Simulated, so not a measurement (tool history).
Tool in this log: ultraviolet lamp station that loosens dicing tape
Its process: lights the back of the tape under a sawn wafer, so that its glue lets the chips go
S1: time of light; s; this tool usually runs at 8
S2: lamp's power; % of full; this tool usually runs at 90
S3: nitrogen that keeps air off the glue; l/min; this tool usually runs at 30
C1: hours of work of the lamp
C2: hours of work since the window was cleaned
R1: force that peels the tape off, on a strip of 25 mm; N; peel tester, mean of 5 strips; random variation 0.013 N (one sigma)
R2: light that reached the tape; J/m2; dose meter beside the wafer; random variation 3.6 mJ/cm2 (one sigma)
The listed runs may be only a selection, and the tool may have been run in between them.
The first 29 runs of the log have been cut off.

Run 30, day 16.692: usual settings but S2 74 % of full, S3 40 l/min; C1 585; C2 82. Result: R1 1.298 N, R2 3760 J/m2.
Run 31, day 17.312: usual settings but S1 6 s, S2 75 % of full, S3 40 l/min; C1 593; C2 91. Result: R1 2.007 N, R2 2850 J/m2.
Run 32, day 17.8: usual settings but S1 6 s, S2 85 % of full, S3 12 l/min; C1 600; C2 97. Result: R1 2.818 N, R2 3230 J/m2.
Run 33, day 18.504: usual settings but S1 6 s, S2 85 % of full, S3 12 l/min; C1 609; C2 106. Result: R1 2.907 N, R2 3160 J/m2.
Run 34, day 19.2: usual settings but S1 6 s, S2 85 % of full, S3 12 l/min; C1 618; C2 115. Result: R1 2.866 N, R2 3170 J/m2.
Run 35, day 19.717: usual settings but S1 6 s, S2 92 % of full, S3 48 l/min; C1 625; C2 122. Result: R1 1.425 N, R2 3400 J/m2.
Run 36, day 20.112: usual settings but S1 10 s, S2 89 % of full, S3 48 l/min; C1 630; C2 128. Result: R1 0.568 N, R2 5440 J/m2.
Run 37, day 20.862: usual settings but S1 10 s, S2 89 % of full, S3 48 l/min; C1 640; C2 137. Result: R1 0.584 N, R2 5440 J/m2.
Run 38, day 21.579: usual settings but S1 15 s, S2 96 % of full, S3 15 l/min; C1 649; C2 147. Result: R1 0.458 N, R2 8730 J/m2.
Run 39, day 22.017: usual settings but S2 93 % of full; C1 655; C2 153. Result: R1 1.068 N, R2 4460 J/m2.

Alternative continuations, all from the tool just after run 39; predict every row:
Run A, day 22.762: usual settings but S1 5 s, S2 93 % of full; C1 665; C2 162. Result: R1 ?, R2 ?.
Run B, day 22.762: usual settings but S1 12 s, S3 16 l/min; C1 665; C2 162. Result: R1 ?, R2 ?.
Run C, day 22.762: usual settings but S1 7 s, S2 81 % of full, S3 15 l/min; C1 665; C2 162. Result: R1 ?, R2 ?.
Run D, day 22.762: usual settings but S1 10 s, S3 23 l/min; C1 665; C2 162. Result: R1 ?, R2 ?.
Run E, day 22.762: usual settings but S2 85 % of full; C1 665; C2 162. Result: R1 ?, R2 ?.

run     R1    R2
  A  2.279  2790
  B  0.755  6540
  C  2.333  3430
  D  0.857  5370
  E  1.261  4020
Take away the tool's hidden state, keep each run's random variation, and the runs would have read:
run     R1    R2
  A  1.358  3880
  B  0.406  9100
  C  1.401  4780
  D  0.456  7480
  E  0.664  5610
